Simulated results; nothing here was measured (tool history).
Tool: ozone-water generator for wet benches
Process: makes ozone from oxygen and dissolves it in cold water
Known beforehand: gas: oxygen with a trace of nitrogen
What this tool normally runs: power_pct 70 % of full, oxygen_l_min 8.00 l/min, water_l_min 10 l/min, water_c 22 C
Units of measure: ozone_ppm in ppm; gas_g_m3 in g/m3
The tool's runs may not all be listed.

Run 1, hour 0.0: usual settings. Result: ozone_ppm 34.8 ppm, gas_g_m3 232.4 g/m3.
Run 2, hour 27.7: usual settings. Result: ozone_ppm 34.8 ppm, gas_g_m3 230.2 g/m3.
Run 3, hour 53.6: usual settings. Result: ozone_ppm 35.2 ppm, gas_g_m3 230.4 g/m3.
Run 4, hour 96.0: usual settings but water_c 20 C. Result: ozone_ppm 36.5 ppm, gas_g_m3 229.1 g/m3.
Run 5, hour 137.9: usual settings but water_c 20 C. Result: ozone_ppm 36.2 ppm, gas_g_m3 228.0 g/m3.
Run 6, hour 172.4: usual settings but water_c 20 C. Result: ozone_ppm 36.4 ppm, gas_g_m3 232.0 g/m3.
Run 7, hour 226.4: usual settings but water_c 20 C. Result: ozone_ppm 36.3 ppm, gas_g_m3 228.3 g/m3.
Run 8, hour 254.6: usual settings but water_l_min 6 l/min, water_c 20 C. Result: ozone_ppm 47.8 ppm, gas_g_m3 228.3 g/m3.
Run 9, hour 287.2: usual settings but water_l_min 16 l/min. Result: ozone_ppm 24.3 ppm, gas_g_m3 228.1 g/m3.
At hour 302.9: contactor cleaned.
Run 10, hour 322.7: usual settings but water_l_min 16 l/min. Result: ozone_ppm 23.0 ppm, gas_g_m3 227.3 g/m3.
Run 11, hour 367.0: usual settings but water_l_min 16 l/min. Result: ozone_ppm 23.0 ppm, gas_g_m3 227.6 g/m3.
Run 12, hour 408.9: usual settings but water_l_min 16 l/min. Result: ozone_ppm 22.6 ppm, gas_g_m3 228.2 g/m3.
Run 13, hour 435.5: usual settings but water_l_min 16 l/min. Result: ozone_ppm 22.8 ppm, gas_g_m3 228.0 g/m3.
Run 14, hour 476.8: usual settings but power_pct 74 % of full, oxygen_l_min 12.97 l/min, water_l_min 7 l/min, water_c 18 C. Result: ozone_ppm 36.9 ppm, gas_g_m3 175.0 g/m3.
At hour 522.7: contactor cleaned, once more.
Run 15, hour 524.2: usual settings but oxygen_l_min 7.07 l/min, water_c 28 C. Result: ozone_ppm 33.0 ppm, gas_g_m3 242.3 g/m3.
Run 16, hour 569.1: usual settings but water_l_min 13 l/min, water_c 15 C. Result: ozone_ppm 35.3 ppm, gas_g_m3 225.8 g/m3.
Run 17, hour 621.0: usual settings but oxygen_l_min 11.82 l/min, water_c 16 C. Result: ozone_ppm 35.6 ppm, gas_g_m3 174.4 g/m3.
Run 18, hour 665.8: usual settings but oxygen_l_min 11.82 l/min, water_c 16 C. Result: ozone_ppm 35.4 ppm, gas_g_m3 175.9 g/m3.
Run 19, hour 693.0: usual settings but oxygen_l_min 11.82 l/min, water_c 16 C. Result: ozone_ppm 35.6 ppm, gas_g_m3 176.1 g/m3.
Run 20, hour 727.1: usual settings but power_pct 73 % of full, oxygen_l_min 11.82 l/min, water_l_min 6 l/min, water_c 16 C. Result: ozone_ppm 46.7 ppm, gas_g_m3 181.7 g/m3.
Run 21, hour 768.2: usual settings but power_pct 77 % of full, oxygen_l_min 10.70 l/min, water_l_min 15 l/min, water_c 25 C. Result: ozone_ppm 24.9 ppm, gas_g_m3 204.8 g/m3.
Run 22, hour 804.6: usual settings but water_l_min 8 l/min. Result: ozone_ppm 40.2 ppm, gas_g_m3 226.6 g/m3.
Run 23, hour 841.1: usual settings but power_pct 51 % of full, oxygen_l_min 10.19 l/min, water_l_min 6 l/min, water_c 27 C. Result: ozone_ppm 27.6 ppm, gas_g_m3 146.8 g/m3.
Run 24, hour 865.3: usual settings but power_pct 51 % of full, oxygen_l_min 10.19 l/min, water_l_min 6 l/min, water_c 27 C. Result: ozone_ppm 27.1 ppm, gas_g_m3 148.9 g/m3.

Here are 4 independent what-if runs from the current tool condition. What would each one return?
Run A, hour 905.4: usual settings but power_pct 76 % of full, oxygen_l_min 6.24 l/min, water_l_min 8 l/min. Result: ozone_ppm ?, gas_g_m3 ?.
Run B, hour 905.4: usual settings but power_pct 49 % of full, water_l_min 14 l/min, water_c 17 C. Result: ozone_ppm ?, gas_g_m3 ?.
Run C, hour 905.4: usual settings but power_pct 88 % of full, oxygen_l_min 10.19 l/min, water_l_min 9 l/min, water_c 27 C. Result: ozone_ppm ?, gas_g_m3 ?.
Run D, hour 905.4: usual settings but power_pct 53 % of full, water_c 19 C. Result: ozone_ppm ?, gas_g_m3 ?.

run  ozone_ppm  gas_g_m3
  A       47.4     281.5
  B       23.6     165.2
  C       35.8     230.8
  D       30.3     176.0
With no hidden state in the tool, these same runs would have given:
run  ozone_ppm  gas_g_m3
  A       53.9     315.4
  B       25.8     177.7
  C       41.3     262.0
  D       33.4     190.8
